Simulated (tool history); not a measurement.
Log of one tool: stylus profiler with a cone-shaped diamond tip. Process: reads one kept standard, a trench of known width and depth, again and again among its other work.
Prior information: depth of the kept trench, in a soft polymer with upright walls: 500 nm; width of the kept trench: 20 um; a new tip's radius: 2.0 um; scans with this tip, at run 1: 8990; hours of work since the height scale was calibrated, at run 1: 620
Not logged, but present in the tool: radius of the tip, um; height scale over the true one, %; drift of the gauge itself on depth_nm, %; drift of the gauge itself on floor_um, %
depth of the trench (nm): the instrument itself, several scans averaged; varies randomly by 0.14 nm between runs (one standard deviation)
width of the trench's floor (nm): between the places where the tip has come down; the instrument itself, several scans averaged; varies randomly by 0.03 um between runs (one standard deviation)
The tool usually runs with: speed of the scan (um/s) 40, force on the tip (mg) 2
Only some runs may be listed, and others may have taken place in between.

| run | hour | speed of the scan (um/s) | force on the tip (mg) | scans with this tip | hours of work since the height scale was calibrated | depth of the trench (nm) | width of the trench's floor (nm) |
|---|---|---|---|---|---|---|---|
| 1 | 0 | 40 | 2 | 8990 | 620 | 502.13 | 16000 |
| 2 | 14.9 | 40 | 2 | 9095 | 628 | 501.83 | 15980 |
| 3 | 26.5 | 40 | 0.86 | 9177 | 633 | 500.44 | 15900 |
| 4 | 45.9 | 40 | 2 | 9315 | 643 | 501.79 | 15970 |
| 5 | 63.9 | 40 | 0.96 | 9442 | 652 | 500.85 | 15820 |
| 6 | 83.4 | 40 | 0.96 | 9580 | 661 | 500.39 | 15870 |
| 7 | 100.3 | 40 | 2 | 9699 | 669 | 501.87 | 15930 |
| 8 | 110.3 | 40 | 2 | 9770 | 674 | 502.01 | 15930 |
| 9 | 128.8 | 143 | 2 | 9901 | 683 | 501.69 | 15430 |
| 10 | 148.4 | 143 | 2 | 10040 | 693 | 501.66 | 15450 |
| 11 | 161.3 | 143 | 2 | 10131 | 699 | 501.79 | 15350 |
| 12 | 175.7 | 40 | 2 | 10233 | 706 | 501.57 | 15860 |
| 13 | 189.3 | 40 | 2.03 | 10329 | 713 | 501.94 | 15870 |
| 14 | 203.7 | 40 | 2.03 | 10431 | 720 | 501.85 | 15900 |
| 15 | 216.2 | 15 | 2 | 10519 | 726 | 501.52 | 15930 |
| 16 | 231.2 | 15 | 2 | 10626 | 733 | 501.68 | 15880 |
| 17 | 251.5 | 15 | 2 | 10769 | 743 | 501.99 | 15960 |
| 18 | 261.9 | 13 | 2 | 10842 | 748 | 501.64 | 15940 |
| 19 | 278 | 94 | 2 | 10956 | 756 | 501.66 | 15540 |
| 20 | 296.4 | 40 | 2 | 11086 | 765 | 501.78 | 15800 |
| 21 | 320.9 | 40 | 2 | 11260 | 777 | 501.62 | 15770 |
| 22 | 344.7 | 37 | 2 | 11428 | 789 | 501.44 | 15760 |
| 23 | 361.2 | 37 | 1.07 | 11545 | 797 | 500.31 | 15680 |
| 24 | 377.5 | 48 | 2.32 | 11661 | 805 | 501.83 | 15710 |
| 25 | 394.4 | 20 | 5.19 | 11780 | 813 | 504.38 | 15860 |
| 26 | 415.9 | 40 | 5.58 | 11932 | 823 | 504.67 | 15760 |
| 27 | 427.1 | 43 | 4.71 | 12011 | 829 | 503.78 | 15730 |
| 28 | 445.4 | 64 | 1.16 | 12140 | 838 | 500.34 | 15480 |
| 29 | 456.6 | 45 | 2.15 | 12220 | 843 | 501.72 | 15700 |
| 30 | 469.1 | 20 | 4.54 | 12308 | 849 | 503.49 | 15770 |
| 31 | 487.2 | 20 | 4.54 | 12437 | 858 | 503.66 | 15760 |

What will run 32 give?
| 32 | 501.6 | 20 | 4.54 | 12538 | 865 | ? | ? |

depth of the trench (nm): 503.74
width of the trench's floor (nm): 15730
The same run, on a tool lacking any hidden state, would have yielded depth of the trench (nm) 505.61, width of the trench's floor (nm) 17290.

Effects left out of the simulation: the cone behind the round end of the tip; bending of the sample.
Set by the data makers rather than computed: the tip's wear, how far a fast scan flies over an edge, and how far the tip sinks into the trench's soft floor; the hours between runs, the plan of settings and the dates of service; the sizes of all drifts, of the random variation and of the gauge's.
